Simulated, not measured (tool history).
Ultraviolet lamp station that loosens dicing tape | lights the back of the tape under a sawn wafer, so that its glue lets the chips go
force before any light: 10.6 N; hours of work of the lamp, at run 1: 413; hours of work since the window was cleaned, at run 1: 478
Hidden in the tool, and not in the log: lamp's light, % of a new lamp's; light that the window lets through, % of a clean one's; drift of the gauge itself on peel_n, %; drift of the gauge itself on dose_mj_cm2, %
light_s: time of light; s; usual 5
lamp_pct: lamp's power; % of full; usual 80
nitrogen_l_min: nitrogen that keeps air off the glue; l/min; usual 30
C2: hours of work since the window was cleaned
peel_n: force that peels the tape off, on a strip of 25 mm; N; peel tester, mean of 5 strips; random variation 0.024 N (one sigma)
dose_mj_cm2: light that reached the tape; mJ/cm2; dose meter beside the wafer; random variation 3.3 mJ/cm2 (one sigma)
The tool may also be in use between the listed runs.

Run 1, hour 0: usual settings; hours of work of the lamp 413; C2 478. Result: peel_n 1.212 N, dose_mj_cm2 527 mJ/cm2.
Run 2, hour 12.7: usual settings; hours of work of the lamp 419; C2 484. Result: peel_n 1.214 N, dose_mj_cm2 534 mJ/cm2.
Run 3, hour 29.8: usual settings; hours of work of the lamp 427; C2 492. Result: peel_n 1.212 N, dose_mj_cm2 531 mJ/cm2.
Run 4, hour 49.9: usual settings; hours of work of the lamp 436; C2 501. Result: peel_n 1.268 N, dose_mj_cm2 527 mJ/cm2.
Run 5, hour 74.5: usual settings; hours of work of the lamp 447; C2 512. Result: peel_n 1.204 N, dose_mj_cm2 526 mJ/cm2.
Run 6, hour 98.5: usual settings; hours of work of the lamp 458; C2 523. Result: peel_n 1.243 N, dose_mj_cm2 532 mJ/cm2.
Run 7, hour 114.9: usual settings; hours of work of the lamp 466; C2 531. Result: peel_n 1.176 N, dose_mj_cm2 529 mJ/cm2.
Run 8, hour 137.2: usual settings; hours of work of the lamp 476; C2 541. Result: peel_n 1.209 N, dose_mj_cm2 529 mJ/cm2.
Run 9, hour 149.9: usual settings; hours of work of the lamp 482; C2 547. Result: peel_n 1.154 N, dose_mj_cm2 532 mJ/cm2.
Run 10, hour 169.7: usual settings; hours of work of the lamp 491; C2 556. Result: peel_n 1.19 N, dose_mj_cm2 535 mJ/cm2.
At hour 182.7: window cleaned of glue's vapour.
Run 11, hour 189.8: usual settings; hours of work of the lamp 500; C2 3. Result: peel_n 1.183 N, dose_mj_cm2 527 mJ/cm2.
Run 12, hour 214.8: usual settings but lamp_pct 81 % of full, nitrogen_l_min 15 l/min; hours of work of the lamp 511; C2 15. Result: peel_n 1.777 N, dose_mj_cm2 537 mJ/cm2.
Run 13, hour 238.5: usual settings but lamp_pct 81 % of full, nitrogen_l_min 15 l/min; hours of work of the lamp 522; C2 25. Result: peel_n 1.801 N, dose_mj_cm2 538 mJ/cm2.
Run 14, hour 254.1: usual settings but lamp_pct 81 % of full, nitrogen_l_min 17 l/min; hours of work of the lamp 529; C2 33. Result: peel_n 1.658 N, dose_mj_cm2 531 mJ/cm2.
Run 15, hour 269.7: usual settings but light_s 4 s, lamp_pct 81 % of full, nitrogen_l_min 16 l/min; hours of work of the lamp 536; C2 40. Result: peel_n 2.511 N, dose_mj_cm2 426 mJ/cm2.
Run 16, hour 290.8: usual settings but light_s 3 s, lamp_pct 89 % of full, nitrogen_l_min 35 l/min; hours of work of the lamp 546; C2 49. Result: peel_n 2.177 N, dose_mj_cm2 351 mJ/cm2.
Run 17, hour 306.2: usual settings but lamp_pct 83 % of full, nitrogen_l_min 54 l/min; hours of work of the lamp 553; C2 56. Result: peel_n 0.811 N, dose_mj_cm2 547 mJ/cm2.
Run 18, hour 319.1: usual settings but lamp_pct 79 % of full, nitrogen_l_min 9 l/min; hours of work of the lamp 559; C2 62. Result: peel_n 2.431 N, dose_mj_cm2 524 mJ/cm2.
Run 19, hour 341.4: usual settings but lamp_pct 61 % of full, nitrogen_l_min 38 l/min; hours of work of the lamp 569; C2 72. Result: peel_n 1.73 N, dose_mj_cm2 405 mJ/cm2.
Run 20, hour 353.5: usual settings but lamp_pct 61 % of full, nitrogen_l_min 38 l/min; hours of work of the lamp 574; C2 78. Result: peel_n 1.697 N, dose_mj_cm2 398 mJ/cm2.
Run 21, hour 365.3: usual settings but lamp_pct 61 % of full, nitrogen_l_min 38 l/min; hours of work of the lamp 580; C2 83. Result: peel_n 1.804 N, dose_mj_cm2 405 mJ/cm2.
Run 22, hour 389.8: usual settings but light_s 9 s, lamp_pct 61 % of full, nitrogen_l_min 38 l/min; hours of work of the lamp 591; C2 95. Result: peel_n 0.533 N, dose_mj_cm2 726 mJ/cm2.

3 ways to go on from here, each from the tool as it stands after run 22. What would each give?
Run A, hour 408: usual settings but light_s 9 s, lamp_pct 94 % of full, nitrogen_l_min 38 l/min; hours of work of the lamp 599; C2 103. Result: peel_n ?, dose_mj_cm2 ?.
Run B, hour 408: usual settings but light_s 4 s, lamp_pct 61 % of full, nitrogen_l_min 38 l/min; hours of work of the lamp 599; C2 103. Result: peel_n ?, dose_mj_cm2 ?.
Run C, hour 408: usual settings but light_s 7 s, lamp_pct 70 % of full, nitrogen_l_min 10 l/min; hours of work of the lamp 599; C2 103. Result: peel_n ?, dose_mj_cm2 ?.

run  peel_n  dose_mj_cm2
  A   0.257         1120
  B   2.465          317
  C   1.618          648
Without the tool's hidden state the same runs would have given:
run  peel_n  dose_mj_cm2
  A   0.257         1121
  B   2.463          317
  C   1.617          649
